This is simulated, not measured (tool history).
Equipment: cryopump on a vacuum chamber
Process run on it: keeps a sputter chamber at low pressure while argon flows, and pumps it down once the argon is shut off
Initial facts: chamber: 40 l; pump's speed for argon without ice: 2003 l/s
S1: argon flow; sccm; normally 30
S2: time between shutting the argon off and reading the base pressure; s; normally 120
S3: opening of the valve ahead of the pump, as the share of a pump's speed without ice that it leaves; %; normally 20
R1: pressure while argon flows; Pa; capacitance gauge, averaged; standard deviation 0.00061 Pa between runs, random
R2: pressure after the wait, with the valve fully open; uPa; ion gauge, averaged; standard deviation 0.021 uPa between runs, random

run   hour  S1   S2  S3      R1    R2
  1    0.0  30  120  20  0.1329  0.69
       9.2  -- pump warmed up, emptied and cooled again
  2   19.5  30  120  20  0.1267  0.61
  3   43.3  30  120  20  0.1281  0.57
  4   62.3  30  120  20  0.1281  0.62
  5   73.5  30  120  22  0.1161  0.62
  6   95.6  30  120  20  0.1285  0.66
  7  117.2  30  120  20  0.1282  0.62
  8  128.2  30  120  20  0.1287  0.64
  9  149.9  30  120  20  0.1284  0.66
 10  164.3  30  120  20  0.1281  0.65
 11  178.8  30  120  26  0.1003  0.67
 12  201.8  30  120  20  0.1292  0.65
 13  219.7  27  120  20  0.1163  0.69
 14  239.7  24  240  18  0.1137  0.54
 15  249.9  13   72  27  0.0419  0.87
 16  260.0  13  124  22  0.0511  0.64
 17  284.9  13  124  22  0.0522  0.68
 18  296.4  30   27  41  0.0654  1.78
 19  317.3  30   27  41  0.0654  1.77
 20  335.2  30   27  41  0.0651  1.77
 21  346.2  30   27  41  0.0663  1.78
 22  370.5  30   50  25  0.1064  1.20
 23  383.0  30   50  25  0.1060  1.16
 24  406.6  28   58  25  0.0993  1.06
 25  418.4  36   48  20  0.1568  1.27

Forecast each of these 4 alternatives for the next run:
  A  430.1  30   62  50   ?   ?
  B  430.1  23   68  52   ?   ?
  C  430.1  30  120  34   ?   ?
  D  430.1  35   55  20   ?   ?

run      R1    R2
  A  0.0562  1.07
  B  0.0404  0.99
  C  0.0795  0.78
  D  0.1537  1.13
Stripped of hidden state, with their random variation kept, the same runs would have yielded:
run      R1    R2
  A  0.0515  0.77
  B  0.0367  0.70
  C  0.0747  0.48
  D  0.1482  0.84
